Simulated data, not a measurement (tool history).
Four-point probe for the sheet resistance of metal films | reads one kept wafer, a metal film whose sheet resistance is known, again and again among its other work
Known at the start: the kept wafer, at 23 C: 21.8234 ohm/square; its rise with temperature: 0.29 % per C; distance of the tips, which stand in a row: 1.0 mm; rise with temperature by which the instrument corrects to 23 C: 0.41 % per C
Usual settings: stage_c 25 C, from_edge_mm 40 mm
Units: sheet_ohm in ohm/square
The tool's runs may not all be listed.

run 1 hour=0 | stage_c=25 from_edge_mm=40 | sheet_ohm=22.010754
run 2 hour=14.1 | stage_c=25 from_edge_mm=40 | sheet_ohm=22.009872
run 3 hour=27.9 | stage_c=25 from_edge_mm=8 | sheet_ohm=22.189495
run 4 hour=52 | stage_c=25 from_edge_mm=46 | sheet_ohm=22.011392
run 5 hour=78.5 | stage_c=25 from_edge_mm=40 | sheet_ohm=22.019233
run 6 hour=99.8 | stage_c=25 from_edge_mm=40 | sheet_ohm=22.016736
-- hour=109.8 new probe head fitted
run 7 hour=121.3 | stage_c=25 from_edge_mm=40 | sheet_ohm=21.709072
run 8 hour=147.6 | stage_c=25 from_edge_mm=40 | sheet_ohm=21.704759
run 9 hour=163.7 | stage_c=25 from_edge_mm=40 | sheet_ohm=21.712798
run 10 hour=181.5 | stage_c=25 from_edge_mm=40 | sheet_ohm=21.723641
-- hour=184.2 stage's thermometer calibrated
run 11 hour=205.5 | stage_c=25 from_edge_mm=40 | sheet_ohm=21.715868
run 12 hour=225 | stage_c=27 from_edge_mm=40 | sheet_ohm=21.66627
run 13 hour=244 | stage_c=29 from_edge_mm=40 | sheet_ohm=21.620258
run 14 hour=263.1 | stage_c=29 from_edge_mm=40 | sheet_ohm=21.61411
run 15 hour=276.6 | stage_c=29 from_edge_mm=40 | sheet_ohm=21.619793
run 16 hour=300.1 | stage_c=29 from_edge_mm=40 | sheet_ohm=21.623598
-- hour=310.8 stage's thermometer calibrated, once more
run 17 hour=325.2 | stage_c=20 from_edge_mm=11 | sheet_ohm=21.950916
run 18 hour=343.3 | stage_c=30 from_edge_mm=40 | sheet_ohm=21.608732
run 19 hour=355.3 | stage_c=32 from_edge_mm=5 | sheet_ohm=22.007767
run 20 hour=385.3 | stage_c=27 from_edge_mm=3 | sheet_ohm=22.893284
run 21 hour=399.7 | stage_c=19 from_edge_mm=63 | sheet_ohm=21.89504
run 22 hour=416 | stage_c=32 from_edge_mm=61 | sheet_ohm=21.560455
run 23 hour=435 | stage_c=32 from_edge_mm=12 | sheet_ohm=21.641769
run 24 hour=453.3 | stage_c=23 from_edge_mm=6 | sheet_ohm=22.113026
run 25 hour=477 | stage_c=23 from_edge_mm=6 | sheet_ohm=22.111398
run 26 hour=497.3 | stage_c=19 from_edge_mm=6 | sheet_ohm=22.221619
run 27 hour=509.5 | stage_c=35 from_edge_mm=12 | sheet_ohm=21.567644
run 28 hour=527.9 | stage_c=25 from_edge_mm=56 | sheet_ohm=21.747514
run 29 hour=555.2 | stage_c=25 from_edge_mm=31 | sheet_ohm=21.758597

Hidden state or all else? Some run-to-run changes of sheet_ohm, split into what the settings, what came in and random variation would give without the hidden state, and what is left for the hidden state (with any gauge scatter that isn't in both results):
The hidden state here: inner tips' distance over the nominal, %; tips' flats over new ones', %; wafer's true temperature over the reading, C; drift of the gauge itself on sheet_ohm, %.
Run 2 -> 3: from_edge_mm 40 -> 8. sheet_ohm +0.179623 ohm/square: hidden state +0.003216, all else +0.176407.
Run 6 -> 7: new probe head fitted. sheet_ohm -0.307664 ohm/square: hidden state -0.315196, all else +0.007532.
Run 19 -> 20: stage_c 32 -> 27, from_edge_mm 5 -> 3. sheet_ohm +0.885517 ohm/square: hidden state +0.001351, all else +0.884166.
Run 20 -> 21: stage_c 27 -> 19, from_edge_mm 3 -> 63. sheet_ohm -0.998244 ohm/square: hidden state +0.003175, all else -1.001419.
